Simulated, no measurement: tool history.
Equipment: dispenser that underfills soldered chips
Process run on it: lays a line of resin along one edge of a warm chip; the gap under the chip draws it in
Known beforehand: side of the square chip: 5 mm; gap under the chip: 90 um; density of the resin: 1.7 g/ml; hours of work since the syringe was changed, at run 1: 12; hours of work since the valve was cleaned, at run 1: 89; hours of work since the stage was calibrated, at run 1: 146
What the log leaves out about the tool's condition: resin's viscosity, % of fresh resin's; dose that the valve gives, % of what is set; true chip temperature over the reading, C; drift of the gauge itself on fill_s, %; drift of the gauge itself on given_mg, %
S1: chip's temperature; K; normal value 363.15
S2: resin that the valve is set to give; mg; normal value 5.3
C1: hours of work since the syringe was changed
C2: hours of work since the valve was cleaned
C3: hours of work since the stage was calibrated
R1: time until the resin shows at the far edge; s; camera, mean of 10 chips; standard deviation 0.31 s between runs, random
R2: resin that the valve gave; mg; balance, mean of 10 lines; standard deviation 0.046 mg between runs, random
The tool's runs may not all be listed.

run,day,S1,S2,C1,C2,C3,R1,R2
1,0,363.15,5.3,12,89,146,11.7,4.91
# day 0.042: new syringe of resin
# day 0.162: dispensing valve cleaned and set on the balance
2,0.233,363.15,5.3,2,1,149,5.7,5.25
3,0.492,363.15,5.3,6,5,153,8.1,5.26
4,0.725,375.15,5.3,9,8,156,6.3,5.3
# day 0.917: new syringe of resin
5,1.096,363.15,5.3,3,13,161,6.8,5.26
6,1.288,363.15,5.3,5,16,164,8.3,5.21
7,1.612,363.15,5.3,10,21,169,10.8,5.22
# day 1.754: new syringe of resin
8,1.862,363.15,5.16,2,24,172,6.3,5.02

Run 9 comes next. What will it give?
9,2.179,363.15,5.16,6,29,177,?,?

{"run 9": {"R1": 8.2, "R2": 5.03}}
The same run, on a tool lacking any hidden state, would have yielded R1 5.5 s, R2 5.14 mg.
